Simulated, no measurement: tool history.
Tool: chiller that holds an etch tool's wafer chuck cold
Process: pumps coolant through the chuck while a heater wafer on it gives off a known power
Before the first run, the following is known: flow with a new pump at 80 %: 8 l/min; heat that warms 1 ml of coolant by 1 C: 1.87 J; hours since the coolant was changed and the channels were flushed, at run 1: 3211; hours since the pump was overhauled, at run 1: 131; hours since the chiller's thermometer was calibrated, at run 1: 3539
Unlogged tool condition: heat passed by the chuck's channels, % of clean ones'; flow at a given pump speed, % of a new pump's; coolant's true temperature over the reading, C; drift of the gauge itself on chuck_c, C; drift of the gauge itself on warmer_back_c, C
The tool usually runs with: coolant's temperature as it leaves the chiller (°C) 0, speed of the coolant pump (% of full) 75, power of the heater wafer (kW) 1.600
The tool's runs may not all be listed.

run	hour	coolant's temperature as it leaves the chiller (°C)	speed of the coolant pump (% of full)	power of the heater wafer (kW)	hours since the coolant was changed and the channels were flushed	hours since the pump was overhauled	hours since the chiller's thermometer was calibrated	chuck's temperature once it has settled (°C)	how much warmer the coolant comes back (C)
1	0.0	0	75	1.600	3211	131	3539	16.9	6.87
2	179.8	0	75	1.600	3391	311	3719	16.9	6.84
3	375.0	0	75	1.600	3586	506	3914	16.9	6.93
# hour 439.7: chiller's thermometer calibrated
4	508.1	0	75	1.600	3718	638	68	16.8	6.87
5	621.6	0	75	1.600	3832	752	182	16.8	6.95
6	742.0	0	75	1.600	3952	872	302	16.9	6.93
7	861.9	0	75	1.600	4072	992	422	16.8	6.89
8	950.3	0	75	1.600	4161	1081	511	16.7	6.97
9	1043.0	0	75	1.600	4253	1173	603	16.9	6.92
10	1230.7	0	75	1.600	4441	1361	791	17.0	6.97
11	1330.1	0	89	1.042	4540	1460	890	9.5	3.87
12	1426.6	7	61	1.509	4637	1557	987	26.1	8.01
13	1619.4	7	61	1.509	4830	1750	1180	26.1	8.08
14	1765.9	7	61	1.509	4976	1896	1326	25.9	8.07
15	1869.1	7	61	1.509	5079	1999	1429	26.2	8.12
16	1961.0	-9	75	1.600	5171	2091	1521	7.7	7.00
17	2047.8	7	84	1.455	5258	2178	1608	20.9	5.72

Below are 4 alternative next runs, each starting from the tool's condition after run 17. Predict each:
A	2209.0	0	76	1.351	5419	2339	1769	?	?
B	2209.0	1	69	1.455	5419	2339	1769	?	?
C	2209.0	-5	97	1.455	5419	2339	1769	?	?
D	2209.0	-8	76	1.600	5419	2339	1769	?	?

run	chuck's temperature once it has settled (°C)	how much warmer the coolant comes back (C)
A	14.1	5.89
B	17.5	6.99
C	7.1	4.94
D	8.7	6.95
Without the tool's hidden state the same runs would have given:
run	chuck's temperature once it has settled (°C)	how much warmer the coolant comes back (C)
A	14.1	5.72
B	17.5	6.82
C	7.1	4.78
D	8.7	6.78
